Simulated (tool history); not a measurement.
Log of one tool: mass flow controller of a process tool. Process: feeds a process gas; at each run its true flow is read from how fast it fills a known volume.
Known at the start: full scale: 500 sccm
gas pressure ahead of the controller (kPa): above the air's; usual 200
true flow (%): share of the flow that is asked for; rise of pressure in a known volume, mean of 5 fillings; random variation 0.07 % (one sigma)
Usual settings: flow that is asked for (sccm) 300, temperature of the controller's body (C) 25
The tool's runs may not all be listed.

run,day,flow that is asked for (sccm),gas pressure ahead of the controller (kPa),temperature of the controller's body (C),true flow (%)
1,0,300,200,25,99.37
2,5.7,300,200,25,99.32
3,9.458,300,200,25,99.34
4,13.762,300,200,25,99.52
5,18.592,300,200,39,99.76
6,21.317,300,200,39,99.87
7,23.967,300,200,39,99.87
8,29.146,300,200,39,100.05
9,35.092,300,200,39,100.04
10,40.338,300,164,25,99.8
11,46.283,300,164,25,99.86
12,52.138,300,200,25,99.89
13,57.979,300,200,25,99.75
14,63.683,300,200,25,99.87
15,67.417,300,200,25,99.84
16,69.896,300,240,25,99.85
17,72.546,300,248,33,100.01
18,77.046,300,175,36,100.38
19,82.212,168,207,36,99.81
20,85.388,142,212,25,99.51

Run 21 comes next. What will it give?
21,89.867,142,212,25,?

{"run 21": {"true flow (%)": 99.64}}
Without the tool's hidden state the same run would have given true flow (%) 98.95.

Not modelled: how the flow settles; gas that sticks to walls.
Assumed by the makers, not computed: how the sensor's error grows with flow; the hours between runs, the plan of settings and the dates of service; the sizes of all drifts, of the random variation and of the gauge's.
